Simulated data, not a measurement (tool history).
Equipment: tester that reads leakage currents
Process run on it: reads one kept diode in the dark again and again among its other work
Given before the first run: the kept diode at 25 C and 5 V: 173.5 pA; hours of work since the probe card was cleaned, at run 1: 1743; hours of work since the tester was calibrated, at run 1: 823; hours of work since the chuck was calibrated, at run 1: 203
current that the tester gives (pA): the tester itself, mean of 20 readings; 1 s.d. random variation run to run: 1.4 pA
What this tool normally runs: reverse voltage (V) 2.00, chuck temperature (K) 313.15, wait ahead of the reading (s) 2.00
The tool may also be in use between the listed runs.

run    hour  reverse voltage (V)  chuck temperature (K)  wait ahead of the reading (s)  hours of work since the probe card was cleaned  hours of work since the tester was calibrated  hours of work since the chuck was calibrated  current that the tester gives (pA)
  1     0.0                 2.00                 313.15                           2.00                                            1743                                            823                                           203                              462.17
  2    80.8                 2.00                 311.15                           2.00                                            1804                                            884                                           264                              393.33
  3   135.4                 2.00                 311.15                           4.29                                            1846                                            925                                           306                              393.64
  4   215.9                 2.00                 313.15                           0.85                                            1906                                            986                                           367                              459.89
  5   301.0                 2.00                 313.15                           2.00                                            1971                                           1050                                           431                              461.36
  6   365.3                 2.00                 313.15                           2.00                                            2019                                           1099                                           479                              458.76
  7   436.7                 2.00                 313.15                           1.72                                            2073                                           1153                                           533                              461.60
  8   516.8                 2.00                 313.15                           2.00                                            2134                                           1214                                           594                              460.67
  9   617.5                 3.79                 313.15                           2.00                                            2210                                           1290                                           670                              560.82
 10   717.2                 3.79                 313.15                           2.00                                            2286                                           1365                                           746                              556.43
 11   768.9                 3.79                 313.15                           2.00                                            2325                                           1404                                           785                              557.19
 12   866.6                 3.79                 313.15                           2.00                                            2398                                           1478                                           859                              558.67
 13   947.2                 2.00                 307.15                           2.00                                            2459                                           1539                                           919                              283.51
 14  1062.0                 2.00                 307.15                           2.00                                            2546                                           1626                                          1006                              283.59
 15  1117.8                 2.00                 307.15                           2.00                                            2588                                           1668                                          1048                              282.87
 16  1241.7                 2.00                 313.15                           2.00                                            2682                                           1762                                          1142                              461.53
     1328.3  -- chuck's temperature calibrated
 17  1339.6                 2.00                 313.15                           2.00                                            2755                                           1834                                             9                              463.97
 18  1417.8                 2.00                 313.15                           2.00                                            2814                                           1893                                            68                              461.32
 19  1479.0                 2.00                 313.15                           2.00                                            2860                                           1940                                           114                              462.27
 20  1570.7                 2.00                 308.15                           2.00                                            2929                                           2009                                           183                              307.40
 21  1630.1                 1.36                 313.15                           2.00                                            2974                                           2054                                           228                              409.97
 22  1691.8                 2.00                 297.15                           2.70                                            3021                                           2101                                           275                              120.76
 23  1771.4                 2.00                 313.15                           0.32                                            3081                                           2161                                           335                              465.11
 24  1830.1                 2.00                 313.15                           0.32                                            3126                                           2205                                           379                              460.15
 25  1931.9                 2.39                 309.15                           2.00                                            3202                                           2282                                           456                              351.74
 26  1995.0                 1.04                 300.15                           4.57                                            3250                                           2330                                           504                              128.89
 27  2070.6                 1.04                 300.15                           4.57                                            3307                                           2387                                           561                              128.56
 28  2173.6                 1.04                 300.15                           4.57                                            3385                                           2465                                           639                              128.43
     2211.5  -- probe card cleaned and baked
 29  2235.8                 1.02                 313.15                           1.50                                              18                                           2510                                           684                              374.83
 30  2356.6                 2.19                 308.15                           8.75                                             110                                           2601                                           775                              316.39
 31  2474.8                 2.19                 308.15                           8.75                                             199                                           2690                                           865                              315.43
 32  2564.5                 8.54                 313.15                           4.93                                             267                                           2758                                           932                              710.46
 33  2638.6                 8.54                 313.15                           4.93                                             323                                           2814                                           988                              708.12
 34  2744.1                 8.54                 313.15                           4.93                                             403                                           2894                                          1068                              715.39
 35  2807.1                 8.54                 313.15                           4.93                                             450                                           2942                                          1116                              713.70
 36  2917.8                 1.69                 313.15                           4.93                                             534                                           3025                                          1200                              436.46
     2929.2  -- chuck's temperature calibrated
 37  2987.9                 1.69                 313.15                           4.93                                             586                                           3077                                            44                              438.28
 38  3043.9                14.58                 298.15                           0.33                                             628                                           3119                                            87                              251.86
 39  3122.8                14.58                 298.15                           0.33                                             688                                           3179                                           146                              252.92

Consider 4 possible next runs. They are alternatives, not a sequence: every one starts from the tool as it was left by run 39. What does each give?
  A  3177.6                 2.00                 307.15                           2.00                                             729                                           3220                                           188                                   ?
  B  3177.6                 3.58                 310.15                           1.98                                             729                                           3220                                           188                                   ?
  C  3177.6                 2.00                 321.15                           2.00                                             729                                           3220                                           188                                   ?
  D  3177.6                 2.00                 322.15                           0.80                                             729                                           3220                                           188                                   ?

run  current that the tester gives (pA)
  A                              284.26
  B                              431.06
  C                              851.19
  D                              924.80
With the hidden condition removed and each run's random variation left untouched, the same runs would have given:
run  current that the tester gives (pA)
  A                              284.31
  B                              431.13
  C                              851.32
  D                              924.95
